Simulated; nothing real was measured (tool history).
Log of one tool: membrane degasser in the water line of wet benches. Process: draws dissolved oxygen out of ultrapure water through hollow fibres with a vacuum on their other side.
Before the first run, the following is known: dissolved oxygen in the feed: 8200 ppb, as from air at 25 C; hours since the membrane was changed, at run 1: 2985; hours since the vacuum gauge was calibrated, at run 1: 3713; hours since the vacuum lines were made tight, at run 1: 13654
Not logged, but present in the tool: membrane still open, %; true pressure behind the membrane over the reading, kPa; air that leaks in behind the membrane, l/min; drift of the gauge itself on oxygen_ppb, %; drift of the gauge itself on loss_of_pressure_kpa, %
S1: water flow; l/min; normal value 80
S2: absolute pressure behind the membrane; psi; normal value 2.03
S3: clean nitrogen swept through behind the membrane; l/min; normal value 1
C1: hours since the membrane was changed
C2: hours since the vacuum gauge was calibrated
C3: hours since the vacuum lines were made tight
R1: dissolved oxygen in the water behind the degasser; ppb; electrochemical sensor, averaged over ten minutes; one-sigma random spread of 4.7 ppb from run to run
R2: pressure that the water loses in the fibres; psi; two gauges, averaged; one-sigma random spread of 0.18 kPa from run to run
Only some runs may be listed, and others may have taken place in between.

{"run": 1, "hour": 0.0, "S1": 80, "S2": 2.03, "S3": 1, "C1": 2985, "C2": 3713, "C3": 13654, "R1": 1303.8, "R2": 4.489}
{"run": 2, "hour": 52.7, "S1": 80, "S2": 2.03, "S3": 1, "C1": 3038, "C2": 3766, "C3": 13707, "R1": 1302, "R2": 4.466}
{"run": 3, "hour": 99.9, "S1": 80, "S2": 2.03, "S3": 1, "C1": 3085, "C2": 3813, "C3": 13754, "R1": 1297.1, "R2": 4.466}
{"run": 4, "hour": 162.5, "S1": 80, "S2": 2.03, "S3": 1, "C1": 3148, "C2": 3876, "C3": 13817, "R1": 1298.1, "R2": 4.499}
{"hour": 208.8, "done": "vacuum gauge calibrated"}
{"run": 5, "hour": 253.4, "S1": 80, "S2": 2.03, "S3": 1, "C1": 3238, "C2": 45, "C3": 13907, "R1": 1289.2, "R2": 4.48}
{"hour": 341.6, "done": "seals of the vacuum lines changed"}
{"run": 6, "hour": 350.9, "S1": 80, "S2": 2.03, "S3": 1, "C1": 3334, "C2": 140, "C3": 9, "R1": 1302.5, "R2": 4.469}
{"run": 7, "hour": 445.8, "S1": 80, "S2": 2.03, "S3": 1, "C1": 3429, "C2": 235, "C3": 104, "R1": 1290.1, "R2": 4.486}
{"run": 8, "hour": 548.3, "S1": 126, "S2": 2.03, "S3": 1, "C1": 3531, "C2": 337, "C3": 207, "R1": 1707.8, "R2": 7.06}
{"run": 9, "hour": 649.0, "S1": 126, "S2": 2.03, "S3": 0.52, "C1": 3632, "C2": 438, "C3": 307, "R1": 2299.9, "R2": 7.055}
{"run": 10, "hour": 735.4, "S1": 126, "S2": 2.03, "S3": 0.52, "C1": 3718, "C2": 525, "C3": 394, "R1": 2296.8, "R2": 7.11}
{"run": 11, "hour": 778.8, "S1": 126, "S2": 2.03, "S3": 0.52, "C1": 3762, "C2": 568, "C3": 437, "R1": 2268.4, "R2": 7.108}
{"run": 12, "hour": 865.7, "S1": 126, "S2": 2.03, "S3": 0.52, "C1": 3849, "C2": 655, "C3": 524, "R1": 2274, "R2": 7.063}
{"run": 13, "hour": 944.5, "S1": 126, "S2": 2.03, "S3": 0.52, "C1": 3927, "C2": 734, "C3": 603, "R1": 2280.3, "R2": 7.094}
{"run": 14, "hour": 992.2, "S1": 126, "S2": 2.03, "S3": 0.52, "C1": 3975, "C2": 781, "C3": 651, "R1": 2264.3, "R2": 7.11}
{"run": 15, "hour": 1054.3, "S1": 126, "S2": 2.03, "S3": 0.52, "C1": 4037, "C2": 843, "C3": 713, "R1": 2261.2, "R2": 7.101}
{"run": 16, "hour": 1123.1, "S1": 126, "S2": 2.03, "S3": 0.52, "C1": 4106, "C2": 912, "C3": 781, "R1": 2264.8, "R2": 7.11}
{"run": 17, "hour": 1214.8, "S1": 128, "S2": 1.42, "S3": 0.68, "C1": 4198, "C2": 1004, "C3": 873, "R1": 1348.3, "R2": 7.182}
{"run": 18, "hour": 1268.9, "S1": 63, "S2": 4.71, "S3": 0.57, "C1": 4252, "C2": 1058, "C3": 927, "R1": 3321.2, "R2": 3.504}
{"run": 19, "hour": 1354.2, "S1": 82, "S2": 1.38, "S3": 1.66, "C1": 4337, "C2": 1143, "C3": 1013, "R1": 574.4, "R2": 4.588}
{"run": 20, "hour": 1401.2, "S1": 82, "S2": 2.06, "S3": 1.6, "C1": 4384, "C2": 1190, "C3": 1060, "R1": 972.2, "R2": 4.608}
{"run": 21, "hour": 1483.2, "S1": 82, "S2": 2.06, "S3": 1.6, "C1": 4466, "C2": 1272, "C3": 1142, "R1": 966.3, "R2": 4.577}
{"run": 22, "hour": 1531.0, "S1": 82, "S2": 2.06, "S3": 1.6, "C1": 4514, "C2": 1320, "C3": 1189, "R1": 964.2, "R2": 4.58}
{"run": 23, "hour": 1574.3, "S1": 80, "S2": 3.03, "S3": 0.58, "C1": 4557, "C2": 1363, "C3": 1233, "R1": 2561.9, "R2": 4.516}
{"run": 24, "hour": 1630.5, "S1": 80, "S2": 3.03, "S3": 0.58, "C1": 4613, "C2": 1420, "C3": 1289, "R1": 2571.4, "R2": 4.485}
{"run": 25, "hour": 1684.3, "S1": 107, "S2": 3.58, "S3": 1.3, "C1": 4667, "C2": 1473, "C3": 1343, "R1": 2293, "R2": 5.951}
{"run": 26, "hour": 1780.0, "S1": 59, "S2": 3.58, "S3": 1.3, "C1": 4763, "C2": 1569, "C3": 1438, "R1": 1569.3, "R2": 3.294}
{"run": 27, "hour": 1844.0, "S1": 96, "S2": 3.79, "S3": 0.73, "C1": 4827, "C2": 1633, "C3": 1502, "R1": 3030.9, "R2": 5.374}
{"hour": 1915.6, "done": "gauge calibrated"}
{"run": 28, "hour": 1920.1, "S1": 96, "S2": 3.79, "S3": 0.73, "C1": 4903, "C2": 1709, "C3": 1579, "R1": 3115.9, "R2": 5.427}

Run 29 comes next. What will it give?
{"run": 29, "hour": 1983.1, "S1": 96, "S2": 3.79, "S3": 0.73, "C1": 4966, "C2": 1772, "C3": 1641, "R1": "?", "R2": "?"}

{"run 29": {"R1": 3103.9, "R2": 5.345}}
The same run, on a tool lacking any hidden state, would have yielded R1 3106.7 ppb, R2 5.343 psi.
